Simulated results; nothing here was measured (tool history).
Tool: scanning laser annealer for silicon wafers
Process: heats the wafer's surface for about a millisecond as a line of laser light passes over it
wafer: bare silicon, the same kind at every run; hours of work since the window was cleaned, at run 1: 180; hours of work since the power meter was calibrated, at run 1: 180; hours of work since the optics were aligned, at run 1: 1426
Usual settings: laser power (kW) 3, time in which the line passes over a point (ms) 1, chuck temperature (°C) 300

run   hour  laser power (kW)  time in which the line passes over a point (ms)  chuck temperature (°C)  hours of work since the window was cleaned  hours of work since the power meter was calibrated  hours of work since the optics were aligned  highest temperature of the surface (°C)
  1      0                 3                                                1                     300                                         180                                                 180                                         1426                                     1124
  2    9.1                 3                                                1                     300                                         184                                                 184                                         1431                                     1124
  3   16.4                 3                                                1                     300                                         188                                                 188                                         1434                                     1123
  4   24.2                 3                                             0.86                     300                                         192                                                 192                                         1438                                     1063
  5   33.4                 3                                             0.86                     262                                         197                                                 197                                         1443                                     1025
  6     40                 3                                             0.86                     262                                         200                                                 200                                         1446                                     1027
      45.8  -- optics aligned, line set to its width
  7   54.3                 3                                             0.86                     262                                         205                                                 205                                            4                                     1023
  8   63.2                 3                                                1                     300                                         209                                                 209                                            9                                     1121
  9   73.2                 3                                                1                     300                                         215                                                 215                                           14                                     1118
 10   83.5                 3                                                1                     300                                         220                                                 220                                           19                                     1119
 11   89.8                 3                                                1                     300                                         223                                                 223                                           23                                     1118
       104  -- optics aligned, line set to its width, once more
 12  105.8                 3                                                1                     300                                         229                                                 229                                            1                                     1126
 13  112.4                 3                                                1                     300                                         232                                                 232                                            4                                     1124
 14  121.1             3.068                                             0.98                     338                                         237                                                 237                                            9                                     1171
 15  128.9                 3                                                1                     315                                         240                                                 240                                           13                                     1143

4 ways to go on from here, each from the tool as it stands after run 15. What would each give?
  A  139.5             2.572                                             0.99                     261                                         246                                                 246                                           18                                        ?
  B  139.5             2.622                                                1                     288                                         246                                                 246                                           18                                        ?
  C  139.5              2.96                                             1.01                     307                                         246                                                 246                                           18                                        ?
  D  139.5             3.175                                                1                     340                                         246                                                 246                                           18                                        ?

run  highest temperature of the surface (°C)
  A                                      974
  B                                     1016
  C                                     1126
  D                                     1210
Without the tool's hidden state the same runs would have given:
run  highest temperature of the surface (°C)
  A                                      980
  B                                     1022
  C                                     1133
  D                                     1217

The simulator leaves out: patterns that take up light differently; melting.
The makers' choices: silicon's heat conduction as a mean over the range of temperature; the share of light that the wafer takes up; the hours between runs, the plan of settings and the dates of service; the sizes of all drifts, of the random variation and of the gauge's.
